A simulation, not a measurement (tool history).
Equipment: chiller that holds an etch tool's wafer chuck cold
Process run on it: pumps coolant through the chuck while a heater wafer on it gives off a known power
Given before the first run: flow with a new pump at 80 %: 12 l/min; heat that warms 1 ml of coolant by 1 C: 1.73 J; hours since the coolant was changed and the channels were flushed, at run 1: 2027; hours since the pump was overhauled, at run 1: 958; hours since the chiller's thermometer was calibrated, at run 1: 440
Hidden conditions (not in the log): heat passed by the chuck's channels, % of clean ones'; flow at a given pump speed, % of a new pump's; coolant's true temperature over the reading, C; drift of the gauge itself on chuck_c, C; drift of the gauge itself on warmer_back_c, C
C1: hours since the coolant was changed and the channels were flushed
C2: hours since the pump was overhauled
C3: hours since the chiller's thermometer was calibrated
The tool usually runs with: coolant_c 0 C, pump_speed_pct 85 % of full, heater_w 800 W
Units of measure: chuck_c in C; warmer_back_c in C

Run 1, hour 0: usual settings; C1 2027; C2 958; C3 440. Result: chuck_c 8.48 C, warmer_back_c 2.19 C.
Run 2, hour 72.8: usual settings; C1 2100; C2 1031; C3 513. Result: chuck_c 8.37 C, warmer_back_c 2.2 C.
Run 3, hour 149.9: usual settings; C1 2177; C2 1108; C3 590. Result: chuck_c 8.45 C, warmer_back_c 2.18 C.
Run 4, hour 201.2: usual settings; C1 2228; C2 1160; C3 642. Result: chuck_c 8.3 C, warmer_back_c 2.17 C.
Run 5, hour 267.9: usual settings; C1 2295; C2 1226; C3 708. Result: chuck_c 8.45 C, warmer_back_c 2.2 C.
Run 6, hour 322.2: usual settings; C1 2349; C2 1281; C3 763. Result: chuck_c 8.41 C, warmer_back_c 2.23 C.
Run 7, hour 372.4: usual settings; C1 2399; C2 1331; C3 813. Result: chuck_c 8.38 C, warmer_back_c 2.21 C.
Run 8, hour 449.6: usual settings; C1 2476; C2 1408; C3 890. Result: chuck_c 8.4 C, warmer_back_c 2.2 C.
Run 9, hour 541.8: usual settings; C1 2569; C2 1500; C3 982. Result: chuck_c 8.46 C, warmer_back_c 2.21 C.
Run 10, hour 626.4: usual settings; C1 2653; C2 1585; C3 1067. Result: chuck_c 8.4 C, warmer_back_c 2.22 C.
Run 11, hour 690.9: usual settings but pump_speed_pct 62 % of full; C1 2718; C2 1649; C3 1131. Result: chuck_c 11.12 C, warmer_back_c 3.05 C.
Run 12, hour 752.5: usual settings but pump_speed_pct 65 % of full; C1 2779; C2 1711; C3 1193. Result: chuck_c 10.86 C, warmer_back_c 2.93 C.
Run 13, hour 842.3: usual settings but pump_speed_pct 82 % of full; C1 2869; C2 1801; C3 1283. Result: chuck_c 8.53 C, warmer_back_c 2.28 C.
Run 14, hour 914.6: usual settings but pump_speed_pct 82 % of full; C1 2941; C2 1873; C3 1355. Result: chuck_c 8.85 C, warmer_back_c 2.28 C.
Run 15, hour 1014: usual settings but pump_speed_pct 79 % of full; C1 3041; C2 1972; C3 1454. Result: chuck_c 9.02 C, warmer_back_c 2.39 C.
Run 16, hour 1106.6: usual settings but coolant_c -6 C, pump_speed_pct 79 % of full; C1 3133; C2 2065; C3 1547. Result: chuck_c 3.03 C, warmer_back_c 2.39 C.
Run 17, hour 1161.2: usual settings but coolant_c -6 C, pump_speed_pct 70 % of full, heater_w 403 W; C1 3188; C2 2120; C3 1602. Result: chuck_c -0.95 C, warmer_back_c 1.38 C.
Run 18, hour 1259: usual settings but coolant_c -7 C, pump_speed_pct 80 % of full, heater_w 561 W; C1 3286; C2 2217; C3 1699. Result: chuck_c -0.81 C, warmer_back_c 1.67 C.
Run 19, hour 1338.3: usual settings but coolant_c -7 C, pump_speed_pct 80 % of full, heater_w 561 W; C1 3365; C2 2297; C3 1779. Result: chuck_c -0.82 C, warmer_back_c 1.68 C.
Run 20, hour 1416.1: usual settings but pump_speed_pct 79 % of full; C1 3443; C2 2374; C3 1856. Result: chuck_c 9 C, warmer_back_c 2.39 C.
Run 21, hour 1482.3: usual settings but coolant_c -7 C, heater_w 1050 W; C1 3509; C2 2441; C3 1923. Result: chuck_c 4.21 C, warmer_back_c 2.93 C.
Run 22, hour 1551.6: usual settings but coolant_c -7 C, heater_w 1050 W; C1 3578; C2 2510; C3 1992. Result: chuck_c 4.19 C, warmer_back_c 2.93 C.
Run 23, hour 1622: usual settings but coolant_c -7 C, heater_w 1050 W; C1 3649; C2 2580; C3 2062. Result: chuck_c 4.2 C, warmer_back_c 2.93 C.
Run 24, hour 1715.9: usual settings but coolant_c -7 C, pump_speed_pct 71 % of full, heater_w 845 W; C1 3743; C2 2674; C3 2156. Result: chuck_c 3.42 C, warmer_back_c 2.84 C.
Run 25, hour 1776.4: usual settings but pump_speed_pct 66 % of full, heater_w 890 W; C1 3803; C2 2735; C3 2217. Result: chuck_c 11.81 C, warmer_back_c 3.22 C.
Run 26, hour 1846.9: usual settings but pump_speed_pct 66 % of full, heater_w 890 W; C1 3874; C2 2805; C3 2287. Result: chuck_c 11.8 C, warmer_back_c 3.21 C.

Predict each of these 3 candidate next runs independently; none follows another, all start after run 26:
Run A, hour 1912.7: usual settings but coolant_c -9 C, pump_speed_pct 63 % of full, heater_w 433 W; C1 3939; C2 2871; C3 2353. Result: chuck_c ?, warmer_back_c ?.
Run B, hour 1912.7: usual settings but coolant_c 8 C, pump_speed_pct 63 % of full, heater_w 741 W; C1 3939; C2 2871; C3 2353. Result: chuck_c ?, warmer_back_c ?.
Run C, hour 1912.7: usual settings but heater_w 508 W; C1 3939; C2 2871; C3 2353. Result: chuck_c ?, warmer_back_c ?.

run  chuck_c  warmer_back_c
  A    -3.23           1.65
  B    18.14           2.82
  C     5.32           1.43
Without the tool's unlogged condition, the same runs would have read:
run  chuck_c  warmer_back_c
  A    -3.29            1.6
  B    17.78           2.74
  C      5.3           1.39

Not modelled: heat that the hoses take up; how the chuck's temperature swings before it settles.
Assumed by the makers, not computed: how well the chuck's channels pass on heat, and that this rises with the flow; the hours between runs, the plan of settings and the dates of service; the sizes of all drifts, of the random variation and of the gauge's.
